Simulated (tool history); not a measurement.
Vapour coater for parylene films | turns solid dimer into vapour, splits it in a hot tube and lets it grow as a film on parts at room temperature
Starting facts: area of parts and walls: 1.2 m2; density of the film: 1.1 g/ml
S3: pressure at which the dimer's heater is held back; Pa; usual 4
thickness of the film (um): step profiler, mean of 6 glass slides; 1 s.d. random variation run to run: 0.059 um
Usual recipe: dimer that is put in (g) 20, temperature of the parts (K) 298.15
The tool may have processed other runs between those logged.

{"run": 1, "day": 0.0, "dimer that is put in (g)": 20, "temperature of the parts (K)": 298.15, "S3": 4, "thickness of the film (um)": 7.13}
{"run": 2, "day": 0.5, "dimer that is put in (g)": 20, "temperature of the parts (K)": 298.15, "S3": 4, "thickness of the film (um)": 7.09}
{"run": 3, "day": 0.833, "dimer that is put in (g)": 20, "temperature of the parts (K)": 298.15, "S3": 4, "thickness of the film (um)": 7.08}
{"run": 4, "day": 1.225, "dimer that is put in (g)": 20, "temperature of the parts (K)": 292.15, "S3": 4, "thickness of the film (um)": 8.74}
{"run": 5, "day": 1.488, "dimer that is put in (g)": 20, "temperature of the parts (K)": 292.15, "S3": 4, "thickness of the film (um)": 8.7}
{"run": 6, "day": 1.829, "dimer that is put in (g)": 20, "temperature of the parts (K)": 292.15, "S3": 4, "thickness of the film (um)": 8.71}
{"run": 7, "day": 2.454, "dimer that is put in (g)": 10, "temperature of the parts (K)": 298.15, "S3": 4, "thickness of the film (um)": 3.56}
{"run": 8, "day": 2.762, "dimer that is put in (g)": 20, "temperature of the parts (K)": 301.15, "S3": 4, "thickness of the film (um)": 6.33}
{"run": 9, "day": 3.25, "dimer that is put in (g)": 20, "temperature of the parts (K)": 301.15, "S3": 4, "thickness of the film (um)": 6.26}
{"run": 10, "day": 3.654, "dimer that is put in (g)": 20, "temperature of the parts (K)": 301.15, "S3": 2.23, "thickness of the film (um)": 6.65}
{"run": 11, "day": 4.212, "dimer that is put in (g)": 31, "temperature of the parts (K)": 301.15, "S3": 2.23, "thickness of the film (um)": 10.28}
{"run": 12, "day": 4.733, "dimer that is put in (g)": 20, "temperature of the parts (K)": 298.15, "S3": 4, "thickness of the film (um)": 7.05}
{"run": 13, "day": 5.133, "dimer that is put in (g)": 20, "temperature of the parts (K)": 298.15, "S3": 4, "thickness of the film (um)": 7.06}
{"run": 14, "day": 5.471, "dimer that is put in (g)": 20, "temperature of the parts (K)": 298.15, "S3": 4, "thickness of the film (um)": 7.03}
{"run": 15, "day": 6.108, "dimer that is put in (g)": 20, "temperature of the parts (K)": 298.15, "S3": 4, "thickness of the film (um)": 7.07}
{"run": 16, "day": 6.717, "dimer that is put in (g)": 20, "temperature of the parts (K)": 298.15, "S3": 4, "thickness of the film (um)": 7.08}
{"run": 17, "day": 7.142, "dimer that is put in (g)": 20, "temperature of the parts (K)": 298.15, "S3": 4, "thickness of the film (um)": 7.06}
{"run": 18, "day": 7.546, "dimer that is put in (g)": 20, "temperature of the parts (K)": 308.15, "S3": 4, "thickness of the film (um)": 5.06}
{"run": 19, "day": 8.121, "dimer that is put in (g)": 20, "temperature of the parts (K)": 308.15, "S3": 4, "thickness of the film (um)": 4.99}
{"run": 20, "day": 8.45, "dimer that is put in (g)": 9, "temperature of the parts (K)": 308.15, "S3": 4, "thickness of the film (um)": 2.3}
{"run": 21, "day": 8.775, "dimer that is put in (g)": 9, "temperature of the parts (K)": 308.15, "S3": 4, "thickness of the film (um)": 2.26}
{"day": 9.188, "done": "trap's valve overhauled"}
{"run": 22, "day": 9.567, "dimer that is put in (g)": 9, "temperature of the parts (K)": 308.15, "S3": 4, "thickness of the film (um)": 2.25}
{"run": 23, "day": 10.062, "dimer that is put in (g)": 9, "temperature of the parts (K)": 308.15, "S3": 4, "thickness of the film (um)": 2.28}
{"run": 24, "day": 10.338, "dimer that is put in (g)": 9, "temperature of the parts (K)": 308.15, "S3": 4, "thickness of the film (um)": 2.21}
{"run": 25, "day": 10.846, "dimer that is put in (g)": 27, "temperature of the parts (K)": 292.15, "S3": 4, "thickness of the film (um)": 11.7}
{"run": 26, "day": 11.246, "dimer that is put in (g)": 13, "temperature of the parts (K)": 292.15, "S3": 3.98, "thickness of the film (um)": 5.64}
{"run": 27, "day": 11.525, "dimer that is put in (g)": 12, "temperature of the parts (K)": 296.15, "S3": 9.97, "thickness of the film (um)": 4.21}
{"run": 28, "day": 11.896, "dimer that is put in (g)": 25, "temperature of the parts (K)": 291.15, "S3": 9.97, "thickness of the film (um)": 10.59}
{"run": 29, "day": 12.171, "dimer that is put in (g)": 25, "temperature of the parts (K)": 291.15, "S3": 9.97, "thickness of the film (um)": 10.34}
{"run": 30, "day": 12.612, "dimer that is put in (g)": 20, "temperature of the parts (K)": 298.15, "S3": 4.7, "thickness of the film (um)": 7}
{"run": 31, "day": 13.108, "dimer that is put in (g)": 18, "temperature of the parts (K)": 298.15, "S3": 4, "thickness of the film (um)": 6.38}
{"run": 32, "day": 13.725, "dimer that is put in (g)": 11, "temperature of the parts (K)": 306.15, "S3": 3.1, "thickness of the film (um)": 3.02}
{"run": 33, "day": 14.029, "dimer that is put in (g)": 23, "temperature of the parts (K)": 298.15, "S3": 4.77, "thickness of the film (um)": 7.86}
{"run": 34, "day": 14.388, "dimer that is put in (g)": 23, "temperature of the parts (K)": 298.15, "S3": 4.77, "thickness of the film (um)": 8}
{"run": 35, "day": 14.925, "dimer that is put in (g)": 11, "temperature of the parts (K)": 304.15, "S3": 3.42, "thickness of the film (um)": 3.18}
{"run": 36, "day": 15.254, "dimer that is put in (g)": 11, "temperature of the parts (K)": 300.15, "S3": 8.47, "thickness of the film (um)": 3.42}
{"run": 37, "day": 15.642, "dimer that is put in (g)": 11, "temperature of the parts (K)": 300.15, "S3": 8.47, "thickness of the film (um)": 3.41}
{"run": 38, "day": 16.058, "dimer that is put in (g)": 16, "temperature of the parts (K)": 293.15, "S3": 2.57, "thickness of the film (um)": 6.98}
{"run": 39, "day": 16.483, "dimer that is put in (g)": 16, "temperature of the parts (K)": 305.15, "S3": 7.1, "thickness of the film (um)": 4.25}
{"run": 40, "day": 17.021, "dimer that is put in (g)": 20, "temperature of the parts (K)": 306.15, "S3": 10.16, "thickness of the film (um)": 4.94}
{"run": 41, "day": 17.654, "dimer that is put in (g)": 10, "temperature of the parts (K)": 308.15, "S3": 3.78, "thickness of the film (um)": 2.5}
{"run": 42, "day": 18.142, "dimer that is put in (g)": 20, "temperature of the parts (K)": 292.15, "S3": 4, "thickness of the film (um)": 8.7}
{"run": 43, "day": 18.662, "dimer that is put in (g)": 24, "temperature of the parts (K)": 298.15, "S3": 4, "thickness of the film (um)": 8.53}
{"run": 44, "day": 19.158, "dimer that is put in (g)": 20, "temperature of the parts (K)": 305.15, "S3": 4.02, "thickness of the film (um)": 5.56}
{"run": 45, "day": 19.462, "dimer that is put in (g)": 20, "temperature of the parts (K)": 298.15, "S3": 4.02, "thickness of the film (um)": 7.09}
{"run": 46, "day": 19.733, "dimer that is put in (g)": 14, "temperature of the parts (K)": 298.15, "S3": 2.36, "thickness of the film (um)": 5.21}
{"run": 47, "day": 20.138, "dimer that is put in (g)": 14, "temperature of the parts (K)": 290.15, "S3": 4.06, "thickness of the film (um)": 6.47}

Below are 4 alternative next runs, each starting from the tool's condition after run 47. Predict each:
{"run": "A", "day": 20.412, "dimer that is put in (g)": 27, "temperature of the parts (K)": 290.15, "S3": 4.06, "thickness of the film (um)": "?"}
{"run": "B", "day": 20.412, "dimer that is put in (g)": 21, "temperature of the parts (K)": 306.15, "S3": 3.63, "thickness of the film (um)": "?"}
{"run": "C", "day": 20.412, "dimer that is put in (g)": 21, "temperature of the parts (K)": 297.15, "S3": 3.15, "thickness of the film (um)": "?"}
{"run": "D", "day": 20.412, "dimer that is put in (g)": 32, "temperature of the parts (K)": 290.15, "S3": 4.06, "thickness of the film (um)": "?"}

run=A thickness_of_the_film_(um)=12.47
run=B thickness_of_the_film_(um)=5.65
run=C thickness_of_the_film_(um)=7.88
run=D thickness_of_the_film_(um)=14.81
With no hidden state in the tool, these same runs would have given:
run=A thickness_of_the_film_(um)=12.5
run=B thickness_of_the_film_(um)=5.67
run=C thickness_of_the_film_(um)=7.9
run=D thickness_of_the_film_(um)=14.85

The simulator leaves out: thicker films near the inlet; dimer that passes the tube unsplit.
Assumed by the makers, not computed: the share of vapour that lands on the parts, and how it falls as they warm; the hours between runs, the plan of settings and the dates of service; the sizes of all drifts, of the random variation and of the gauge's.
